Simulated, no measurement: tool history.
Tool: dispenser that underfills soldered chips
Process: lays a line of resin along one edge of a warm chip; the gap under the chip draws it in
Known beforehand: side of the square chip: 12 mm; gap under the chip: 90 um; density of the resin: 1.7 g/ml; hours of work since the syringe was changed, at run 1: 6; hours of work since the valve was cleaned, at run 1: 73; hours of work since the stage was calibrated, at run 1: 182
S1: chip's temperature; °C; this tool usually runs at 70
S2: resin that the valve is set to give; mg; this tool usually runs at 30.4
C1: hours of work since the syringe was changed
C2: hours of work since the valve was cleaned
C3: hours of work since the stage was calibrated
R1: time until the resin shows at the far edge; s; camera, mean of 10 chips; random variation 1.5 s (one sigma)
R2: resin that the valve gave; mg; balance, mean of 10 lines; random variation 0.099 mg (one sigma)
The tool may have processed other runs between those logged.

Run 1, hour 0.0: usual settings; C1 6; C2 73; C3 182. Result: R1 203.6 s, R2 29.87 mg.
At hour 7.0: new syringe of resin.
Run 2, hour 9.1: usual settings but S1 61 °C; C1 1; C2 79; C3 188. Result: R1 229.5 s, R2 29.62 mg.
At hour 22.6: new syringe of resin.
Run 3, hour 23.2: usual settings but S1 61 °C; C1 0; C2 87; C3 197. Result: R1 220.0 s, R2 29.57 mg.
Run 4, hour 31.7: usual settings but S1 61 °C, S2 27.9 mg; C1 6; C2 93; C3 202. Result: R1 307.9 s, R2 27.10 mg.
At hour 37.8: new syringe of resin.
Run 5, hour 42.4: usual settings but S1 61 °C, S2 27.9 mg; C1 3; C2 99; C3 208. Result: R1 260.9 s, R2 26.86 mg.
Run 6, hour 48.7: usual settings but S1 61 °C, S2 27.9 mg; C1 7; C2 103; C3 212. Result: R1 329.4 s, R2 26.97 mg.
At hour 53.7: new syringe of resin.
Run 7, hour 59.5: usual settings but S1 61 °C, S2 27.9 mg; C1 4; C2 110; C3 219. Result: R1 270.6 s, R2 27.06 mg.
At hour 69.2: new syringe of resin.
Run 8, hour 69.2: usual settings but S1 74 °C; C1 0; C2 116; C3 225. Result: R1 118.2 s, R2 29.50 mg.
Run 9, hour 75.7: usual settings but S1 74 °C; C1 4; C2 120; C3 229. Result: R1 151.6 s, R2 29.25 mg.
At hour 85.0: new syringe of resin.
Run 10, hour 90.0: usual settings but S1 61 °C, S2 26.4 mg; C1 3; C2 128; C3 238. Result: R1 268.6 s, R2 25.45 mg.
At hour 96.8: dispensing valve cleaned and set on the balance.
Run 11, hour 97.4: usual settings but S1 61 °C, S2 26.7 mg; C1 7; C2 0; C3 242. Result: R1 331.9 s, R2 26.76 mg.
At hour 101.7: new syringe of resin.
Run 12, hour 109.0: usual settings but S2 35.7 mg; C1 5; C2 7; C3 249. Result: R1 178.2 s, R2 35.73 mg.
Run 13, hour 115.2: usual settings but S1 68 °C, S2 29.6 mg; C1 8; C2 11; C3 253. Result: R1 252.8 s, R2 29.53 mg.
At hour 117.2: new syringe of resin.
Run 14, hour 126.6: usual settings but S1 68 °C, S2 32.8 mg; C1 6; C2 18; C3 260. Result: R1 215.7 s, R2 32.87 mg.
At hour 132.4: new syringe of resin.
Run 15, hour 135.6: usual settings but S1 59 °C, S2 29.2 mg; C1 2; C2 24; C3 265. Result: R1 271.0 s, R2 29.00 mg.
Run 16, hour 144.8: usual settings but S1 59 °C, S2 29.2 mg; C1 8; C2 29; C3 271. Result: R1 381.2 s, R2 29.06 mg.

Hidden state at the last listed run before each entry between runs and at the first one after, where it differs:
Runs 1 to 2: new syringe of resin (hour 7.0)
  resin's viscosity, % of fresh resin's: 141.5 -> 106.3; dose that the valve gives, % of what is set: 97.9 -> 97.7; true chip temperature over the reading, C: 0.41 -> 0.44
  measured result minus the result with no hidden state, R1: +57.8 -> +10.3 s; R2: -0.64 -> -0.70 mg
Runs 2 to 3: new syringe of resin (hour 22.6)
  resin's viscosity, % of fresh resin's: 106.3 -> 102; dose that the valve gives, % of what is set: 97.7 -> 97.41; true chip temperature over the reading, C: 0.44 -> 0.48
  measured result minus the result with no hidden state, R1: +10.3 -> +0.9 s; R2: -0.70 -> -0.79 mg
Runs 4 to 5: new syringe of resin (hour 37.8)
  resin's viscosity, % of fresh resin's: 138.9 -> 121.6; dose that the valve gives, % of what is set: 97.23 -> 97.02; true chip temperature over the reading, C: 0.51 -> 0.54
  measured result minus the result with no hidden state, R1: +82.9 -> +43.1 s; R2: -0.77 -> -0.82 mg
Runs 6 to 7: new syringe of resin (hour 53.7)
  resin's viscosity, % of fresh resin's: 152.7 -> 123.6; dose that the valve gives, % of what is set: 96.91 -> 96.7; true chip temperature over the reading, C: 0.56 -> 0.59
  measured result minus the result with no hidden state, R1: +110.3 -> +48.0 s; R2: -0.86 -> -0.93 mg
Runs 7 to 8: new syringe of resin (hour 69.2)
  resin's viscosity, % of fresh resin's: 123.6 -> 100.4; dose that the valve gives, % of what is set: 96.7 -> 96.52; true chip temperature over the reading, C: 0.59 -> 0.62
  measured result minus the result with no hidden state, R1: +48.0 -> -1.7 s; R2: -0.93 -> -1.06 mg
Runs 9 to 10: new syringe of resin (hour 85.0)
  resin's viscosity, % of fresh resin's: 127.3 -> 120.7; dose that the valve gives, % of what is set: 96.39 -> 96.11; true chip temperature over the reading, C: 0.64 -> 0.69
  measured result minus the result with no hidden state, R1: +30.2 -> +42.6 s; R2: -1.09 -> -1.03 mg
Runs 10 to 11: dispensing valve cleaned and set on the balance (hour 96.8)
  resin's viscosity, % of fresh resin's: 120.7 -> 152; dose that the valve gives, % of what is set: 96.11 -> 100.25; true chip temperature over the reading, C: 0.69 -> 0.71
  measured result minus the result with no hidden state, R1: +42.6 -> +105.8 s; R2: -1.03 -> +0.07 mg
Runs 11 to 12: new syringe of resin (hour 101.7)
  resin's viscosity, % of fresh resin's: 152 -> 131.2; dose that the valve gives, % of what is set: 100.25 -> 100.01; true chip temperature over the reading, C: 0.71 -> 0.75
  measured result minus the result with no hidden state, R1: +105.8 -> +37.8 s; R2: +0.07 -> +0.01 mg
Runs 13 to 14: new syringe of resin (hour 117.2)
  resin's viscosity, % of fresh resin's: 164.4 -> 142.9; dose that the valve gives, % of what is set: 99.88 -> 99.68; true chip temperature over the reading, C: 0.77 -> 0.8
  measured result minus the result with no hidden state, R1: +93.6 -> +59.2 s; R2: -0.03 -> -0.10 mg
Runs 14 to 15: new syringe of resin (hour 132.4)
  resin's viscosity, % of fresh resin's: 142.9 -> 115.1; dose that the valve gives, % of what is set: 99.68 -> 99.51; true chip temperature over the reading, C: 0.8 -> 0.83
  measured result minus the result with no hidden state, R1: +59.2 -> +26.4 s; R2: -0.10 -> -0.14 mg

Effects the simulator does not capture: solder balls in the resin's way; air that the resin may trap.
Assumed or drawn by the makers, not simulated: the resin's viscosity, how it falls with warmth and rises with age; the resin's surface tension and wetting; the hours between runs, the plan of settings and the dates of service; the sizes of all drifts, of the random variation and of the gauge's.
